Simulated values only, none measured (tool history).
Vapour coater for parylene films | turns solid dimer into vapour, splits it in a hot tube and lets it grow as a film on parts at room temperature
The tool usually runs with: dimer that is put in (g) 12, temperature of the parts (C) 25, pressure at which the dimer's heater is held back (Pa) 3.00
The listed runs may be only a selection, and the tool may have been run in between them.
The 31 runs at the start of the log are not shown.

run,hour,dimer that is put in (g),temperature of the parts (C),pressure at which the dimer's heater is held back (Pa),thickness of the film (nm)
32,348.1,8,18,5.88,2900
33,356.4,8,18,5.88,2880
34,364.1,5,30,2.24,1110
35,378.7,5,30,2.24,1120
36,394.1,5,30,2.24,1120
37,406.6,12,18,6.00,4280
38,417.4,12,18,6.00,4320
39,425.0,12,20,6.00,3950
40,435.4,6,25,10.77,1500
41,447.2,5,36,3.00,860
42,457.4,5,19,6.46,1680
43,467.5,5,19,6.46,1670
44,473.9,12,19,9.72,4020
45,488.5,9,27,4.96,2210
46,499.8,5,30,8.81,1020

Forecast each of these 5 alternatives for the next run:
A,515.2,8,25,3.56,?
B,515.2,5,24,8.81,?
C,515.2,12,19,6.07,?
D,515.2,18,30,8.81,?
E,515.2,17,32,11.19,?

run,thickness of the film (nm)
A,2140
B,1380
C,4170
D,3710
E,3170
Without the tool's hidden state the same runs would have given:
run,thickness of the film (nm)
A,2140
B,1380
C,4180
D,3710
E,3180
